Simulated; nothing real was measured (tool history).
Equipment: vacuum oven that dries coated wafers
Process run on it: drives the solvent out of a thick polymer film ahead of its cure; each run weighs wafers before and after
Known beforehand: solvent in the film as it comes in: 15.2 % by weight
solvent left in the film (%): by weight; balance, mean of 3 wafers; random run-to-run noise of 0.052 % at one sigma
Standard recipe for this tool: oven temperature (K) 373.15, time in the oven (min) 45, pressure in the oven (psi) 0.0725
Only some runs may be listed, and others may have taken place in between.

run	day	oven temperature (K)	time in the oven (min)	pressure in the oven (psi)	solvent left in the film (%)
1	0.000	373.15	45	0.0725	1.48
2	0.554	364.15	45	0.0725	2.90
3	1.617	369.15	45	0.0725	1.93
4	2.150	369.15	45	0.0725	1.97
5	2.742	369.15	45	0.0725	1.87
6	3.600	373.15	57	0.0725	1.10
7	4.633	373.15	45	0.0725	1.34
8	5.575	385.15	45	0.0725	0.50
9	6.221	385.15	45	0.0725	0.54
10	7.017	385.15	45	0.0725	0.57
11	7.646	373.15	45	0.0725	1.24
12	8.179	373.15	45	0.0725	1.29
13	8.742	373.15	27	0.0725	2.79
14	9.496	373.15	27	0.0725	2.97
15	10.592	373.15	27	0.0725	2.80
16	11.675	373.15	27	0.0725	2.81
17	12.300	373.15	27	0.0725	2.78
18	13.304	362.15	27	0.0725	5.48
19	13.850	362.15	27	0.1228	6.02
20	14.492	365.15	50	0.1199	2.87
21	15.562	378.15	35	0.1791	2.06
22	16.479	378.15	35	0.2490	2.60
23	17.229	359.15	30	0.0725	5.81
24	18.367	359.15	46	0.0962	4.39

Predict the results of run 25:
25	19.062	359.15	46	0.0962	?

For run 25 the tool returned solvent left in the film (%) 4.25.
Minus the tool's unlogged condition, the same run would have read solvent left in the film (%) 4.26.
